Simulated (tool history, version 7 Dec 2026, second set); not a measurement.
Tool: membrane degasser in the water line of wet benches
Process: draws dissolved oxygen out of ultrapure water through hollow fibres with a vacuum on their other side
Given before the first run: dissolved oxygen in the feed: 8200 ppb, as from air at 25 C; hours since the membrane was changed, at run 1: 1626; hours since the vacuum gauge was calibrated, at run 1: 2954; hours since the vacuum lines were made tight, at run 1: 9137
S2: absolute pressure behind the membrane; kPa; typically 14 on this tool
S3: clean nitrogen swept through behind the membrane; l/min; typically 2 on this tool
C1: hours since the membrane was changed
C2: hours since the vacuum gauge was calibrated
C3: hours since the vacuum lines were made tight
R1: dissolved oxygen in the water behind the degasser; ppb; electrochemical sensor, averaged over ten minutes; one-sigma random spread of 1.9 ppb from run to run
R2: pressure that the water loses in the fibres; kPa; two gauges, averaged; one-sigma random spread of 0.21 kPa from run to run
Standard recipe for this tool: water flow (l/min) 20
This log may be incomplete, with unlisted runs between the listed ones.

Run 1, hour 0: usual settings; C1 1626; C2 2954; C3 9137. Result: R1 341.9 ppb, R2 54.26 kPa.
Run 2, hour 155: usual settings; C1 1781; C2 3109; C3 9292. Result: R1 340.9 ppb, R2 54.22 kPa.
Run 3, hour 385.7: usual settings; C1 2012; C2 3340; C3 9522. Result: R1 337.8 ppb, R2 54.07 kPa.
Run 4, hour 528.1: usual settings; C1 2155; C2 3482; C3 9665. Result: R1 340.7 ppb, R2 54.33 kPa.
Run 5, hour 679.1: usual settings; C1 2306; C2 3633; C3 9816. Result: R1 343.1 ppb, R2 53.95 kPa.
Run 6, hour 896.9: usual settings; C1 2523; C2 3851; C3 10033. Result: R1 339.7 ppb, R2 54.27 kPa.
Run 7, hour 1100.3: usual settings; C1 2727; C2 4055; C3 10237. Result: R1 336.9 ppb, R2 54.06 kPa.
At hour 1299.7: vacuum gauge calibrated.
Run 8, hour 1322.6: usual settings; C1 2949; C2 23; C3 10459. Result: R1 342.3 ppb, R2 54.46 kPa.
Run 9, hour 1500.7: usual settings; C1 3127; C2 201; C3 10637. Result: R1 339.9 ppb, R2 54.44 kPa.
Run 10, hour 1669: usual settings; C1 3295; C2 369; C3 10805. Result: R1 343.6 ppb, R2 54.37 kPa.
Run 11, hour 1808.1: usual settings but S2 19.2 kPa; C1 3434; C2 508; C3 10944. Result: R1 454.1 ppb, R2 54.41 kPa.
Run 12, hour 2003.4: usual settings but S2 19.2 kPa; C1 3629; C2 704; C3 11139. Result: R1 453.1 ppb, R2 54.09 kPa.
Run 13, hour 2247.5: usual settings but S2 19.2 kPa; C1 3873; C2 948; C3 11384. Result: R1 450.1 ppb, R2 54.21 kPa.
Run 14, hour 2357.6: usual settings but S2 19.2 kPa; C1 3984; C2 1058; C3 11494. Result: R1 454 ppb, R2 54.53 kPa.
Run 15, hour 2586.9: usual settings but S2 19.2 kPa; C1 4213; C2 1287; C3 11723. Result: R1 455.1 ppb, R2 54.05 kPa.
Run 16, hour 2719.4: usual settings but water flow (l/min) 13, S2 12.2 kPa, S3 4.27 l/min; C1 4345; C2 1420; C3 11855. Result: R1 114.9 ppb, R2 35.04 kPa.
Run 17, hour 2861.7: usual settings but water flow (l/min) 13, S2 12.2 kPa, S3 4.27 l/min; C1 4488; C2 1562; C3 11998. Result: R1 114.5 ppb, R2 35.17 kPa.
Run 18, hour 3030.9: usual settings but water flow (l/min) 22, S2 23.1 kPa, S3 2.82 l/min; C1 4657; C2 1731; C3 12167. Result: R1 466.8 ppb, R2 59.34 kPa.
Run 19, hour 3160.1: usual settings but water flow (l/min) 23, S2 14.3 kPa; C1 4786; C2 1860; C3 12296. Result: R1 404.3 ppb, R2 62.52 kPa.
Run 20, hour 3287.5: usual settings but water flow (l/min) 23, S2 14.3 kPa; C1 4913; C2 1988; C3 12423. Result: R1 403.3 ppb, R2 62.63 kPa.
Run 21, hour 3531: usual settings but water flow (l/min) 29, S2 14.3 kPa, S3 2.91 l/min; C1 5157; C2 2231; C3 12667. Result: R1 414.2 ppb, R2 78.74 kPa.
Run 22, hour 3765.1: usual settings but water flow (l/min) 29, S2 23.9 kPa, S3 1.25 l/min; C1 5391; C2 2465; C3 12901. Result: R1 1081.4 ppb, R2 78.96 kPa.
Run 23, hour 4009.1: usual settings but water flow (l/min) 22, S3 1.84 l/min; C1 5635; C2 2709; C3 13145. Result: R1 400.6 ppb, R2 59.55 kPa.
Run 24, hour 4140.9: usual settings but S2 32.2 kPa, S3 1.2 l/min; C1 5767; C2 2841; C3 13277. Result: R1 1061.1 ppb, R2 54.09 kPa.
Run 25, hour 4318.5: usual settings but S3 2.66 l/min; C1 5944; C2 3019; C3 13454. Result: R1 283.5 ppb, R2 54.13 kPa.
Run 26, hour 4454.2: usual settings but S2 12.8 kPa; C1 6080; C2 3155; C3 13590. Result: R1 315.2 ppb, R2 53.89 kPa.
Run 27, hour 4696.2: usual settings but S2 12.8 kPa; C1 6322; C2 3397; C3 13832. Result: R1 314.8 ppb, R2 54.3 kPa.
Run 28, hour 4838.6: usual settings but water flow (l/min) 16, S2 12.1 kPa, S3 1.69 l/min; C1 6465; C2 3539; C3 13975. Result: R1 261.3 ppb, R2 43.43 kPa.
Run 29, hour 4946.3: usual settings but water flow (l/min) 16, S2 12.1 kPa, S3 1.69 l/min; C1 6572; C2 3647; C3 14082. Result: R1 261.2 ppb, R2 43.36 kPa.
Run 30, hour 5157.6: usual settings but water flow (l/min) 16, S2 12.1 kPa, S3 1.69 l/min; C1 6784; C2 3858; C3 14294. Result: R1 260 ppb, R2 43.21 kPa.

Take each entry between the runs: how does the hidden state at the last listed run before it differ from the hidden state at the first listed run after it?
Between runs 7 and 8: vacuum gauge calibrated (hour 1299.7)
  both runs share identical hidden conditions
